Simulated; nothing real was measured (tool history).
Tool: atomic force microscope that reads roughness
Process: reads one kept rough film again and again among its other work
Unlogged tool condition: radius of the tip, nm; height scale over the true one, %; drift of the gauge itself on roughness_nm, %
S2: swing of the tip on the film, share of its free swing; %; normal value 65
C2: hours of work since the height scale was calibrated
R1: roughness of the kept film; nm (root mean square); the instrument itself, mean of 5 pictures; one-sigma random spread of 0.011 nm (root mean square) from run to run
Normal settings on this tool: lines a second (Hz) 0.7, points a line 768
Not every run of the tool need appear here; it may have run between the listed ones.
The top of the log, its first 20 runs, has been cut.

At hour 852.4: new tip fitted.
Run 21, hour 896: usual settings but lines a second (Hz) 1.65, S2 58 %, points a line 475; pictures with this tip 48; C2 58. Result: R1 2.354 nm (root mean square).
At hour 919.7: new tip fitted.
Run 22, hour 957.1: usual settings but lines a second (Hz) 1.65, S2 58 %, points a line 475; pictures with this tip 41; C2 89. Result: R1 2.36 nm (root mean square).
At hour 986.7: new tip fitted.
Run 23, hour 1015.5: usual settings but lines a second (Hz) 1.086, S2 61 %, points a line 475; pictures with this tip 32; C2 120. Result: R1 2.381 nm (root mean square).
Run 24, hour 1047.5: usual settings but lines a second (Hz) 0.892, S2 72 %, points a line 1020; pictures with this tip 67; C2 136. Result: R1 2.28 nm (root mean square).
At hour 1053.3: new tip fitted.
Run 25, hour 1084.7: usual settings but lines a second (Hz) 1.524, S2 70 %; pictures with this tip 34; C2 155. Result: R1 2.301 nm (root mean square).
Run 26, hour 1111.1: usual settings but S2 89 %, points a line 752; pictures with this tip 63; C2 169. Result: R1 2.205 nm (root mean square).
At hour 1124.3: new tip fitted.
Run 27, hour 1137.4: usual settings but S2 89 %, points a line 752; pictures with this tip 15; C2 183. Result: R1 2.266 nm (root mean square).
Run 28, hour 1185.3: usual settings but lines a second (Hz) 0.913, points a line 692; pictures with this tip 67; C2 208. Result: R1 2.304 nm (root mean square).
At hour 1190.7: new tip fitted.
Run 29, hour 1241.8: usual settings but lines a second (Hz) 0.913, points a line 692; pictures with this tip 56; C2 237. Result: R1 2.339 nm (root mean square).
At hour 1261.8: new tip fitted.
Run 30, hour 1272: usual settings but lines a second (Hz) 0.913, points a line 692; pictures with this tip 12; C2 252. Result: R1 2.414 nm (root mean square).
Run 31, hour 1313.4: usual settings but lines a second (Hz) 3.388, S2 58 %, points a line 334; pictures with this tip 57; C2 274. Result: R1 2.243 nm (root mean square).
At hour 1327.6: new tip fitted.
Run 32, hour 1356.8: usual settings but lines a second (Hz) 3.388, S2 58 %, points a line 334; pictures with this tip 32; C2 296. Result: R1 2.282 nm (root mean square).
At hour 1396.4: new tip fitted.
Run 33, hour 1415.9: usual settings but lines a second (Hz) 0.868, S2 73 %, points a line 510; pictures with this tip 22; C2 327. Result: R1 2.363 nm (root mean square).

Alternative continuations, all from the tool just after run 33; predict every row:
Run A, hour 1456.5: usual settings but lines a second (Hz) 0.609, S2 85 %; pictures with this tip 66; C2 348. Result: R1 ?.
Run B, hour 1456.5: usual settings but lines a second (Hz) 1.988, S2 75 %, points a line 718; pictures with this tip 66; C2 348. Result: R1 ?.
Run C, hour 1456.5: usual settings but lines a second (Hz) 1.841, points a line 422; pictures with this tip 66; C2 348. Result: R1 ?.
Run D, hour 1456.5: usual settings but S2 76 %; pictures with this tip 66; C2 348. Result: R1 ?.

run     R1
  A  2.228
  B  2.098
  C  2.237
  D   2.27
Take away the tool's hidden state, keep each run's random variation, and the runs would have read:
run     R1
  A  2.368
  B   2.23
  C  2.377
  D  2.412
